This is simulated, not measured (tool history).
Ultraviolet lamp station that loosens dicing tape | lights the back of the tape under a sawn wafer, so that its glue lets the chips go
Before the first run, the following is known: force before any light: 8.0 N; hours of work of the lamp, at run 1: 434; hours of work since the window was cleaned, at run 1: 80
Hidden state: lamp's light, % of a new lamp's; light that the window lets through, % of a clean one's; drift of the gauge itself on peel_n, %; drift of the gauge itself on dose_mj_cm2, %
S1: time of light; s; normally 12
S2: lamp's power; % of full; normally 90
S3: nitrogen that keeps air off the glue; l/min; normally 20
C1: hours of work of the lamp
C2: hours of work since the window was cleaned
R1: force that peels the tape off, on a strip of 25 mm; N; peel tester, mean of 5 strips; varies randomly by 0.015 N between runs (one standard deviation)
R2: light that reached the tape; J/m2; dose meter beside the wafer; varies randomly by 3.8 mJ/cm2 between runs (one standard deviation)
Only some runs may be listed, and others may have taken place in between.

run	hour	S1	S2	S3	C1	C2	R1	R2
1	0	12	90	20	434	80	0.699	6510
2	59.4	12	90	20	461	107	0.682	6600
3	98.3	12	90	20	478	124	0.709	6470
4	138.4	12	90	20	496	142	0.688	6550
5	182.4	12	90	20	515	161	0.674	6470
6	228.9	12	90	20	536	182	0.689	6530
7	290.5	8	90	20	563	209	1.543	4320
8	345.1	8	90	20	588	234	1.54	4380
9	377	12	90	20	602	248	0.688	6520
10	410.3	12	90	20	617	263	0.712	6460
11	454.3	12	90	20	636	282	0.699	6510
12	498.4	12	90	20	656	302	0.695	6500
13	548.6	12	90	20	678	324	0.705	6550
14	583.3	12	90	20	693	339	0.693	6540
# hour 640.4: window cleaned of glue's vapour
15	640.7	12	90	20	719	0	0.739	6510
16	675	12	90	20	734	15	0.692	6580
17	708.8	12	90	20	749	30	0.699	6580
18	736	12	90	20	761	42	0.699	6560
19	787.8	12	90	20	784	65	0.713	6530
20	821.5	12	90	20	799	80	0.728	6550
21	870.1	12	90	20	820	102	0.686	6560
22	924.2	16	90	20	844	126	0.34	8670
23	979	16	90	20	869	150	0.342	8700
24	1031.8	9	72	20	892	174	1.75	3930
25	1059	19	72	20	904	186	0.376	8380
26	1090.2	24	73	20	918	200	0.194	10660
27	1147.5	24	74	18	943	225	0.206	10730
28	1207.2	8	88	20	970	252	1.56	4300
29	1269.3	16	73	20	998	279	0.578	7060
30	1304.5	10	79	21	1013	295	1.36	4770
31	1338.1	11	71	14	1028	310	1.566	4780
32	1375.1	12	68	20	1044	326	1.26	4920
33	1403.3	21	91	30	1057	339	0.119	11510
34	1434.5	21	91	30	1071	352	0.122	11580
# hour 1462: window cleaned of glue's vapour
35	1491	15	92	31	1096	13	0.301	8230
36	1539.5	15	89	7	1117	34	0.78	8080
37	1598.8	7	89	25	1144	61	1.727	3770
38	1640.9	14	90	8	1162	79	0.834	7650
39	1680.3	11	65	14	1180	97	1.781	4310
40	1738	15	64	14	1205	122	1.083	5830
41	1792.3	15	64	14	1229	147	1.036	5850
42	1824.6	15	64	14	1244	161	1.026	5810
43	1862	17	68	18	1260	178	0.604	7000

Measured less the same run without the tool's hidden state. The same run-to-run variation is in both; the gauge's scatter may not be:
run	R2
1	-10
2	-10
3	-10
4	-10
5	-10
6	-10
7	-10
8	-10
9	-20
10	-10
11	-10
12	-20
13	-20
14	-20
15	-10
16	+0
17	-10
18	-10
19	+0
20	-10
21	-10
22	-10
23	-10
24	-10
25	-20
26	-30
27	-30
28	-10
29	-20
30	-20
31	-10
32	-20
33	-30
34	-40
35	-20
36	-20
37	+0
38	-20
39	-10
40	-20
41	-20
42	-20
43	-20
R1: differs from the measured result by no more than 0.007 N in any run.
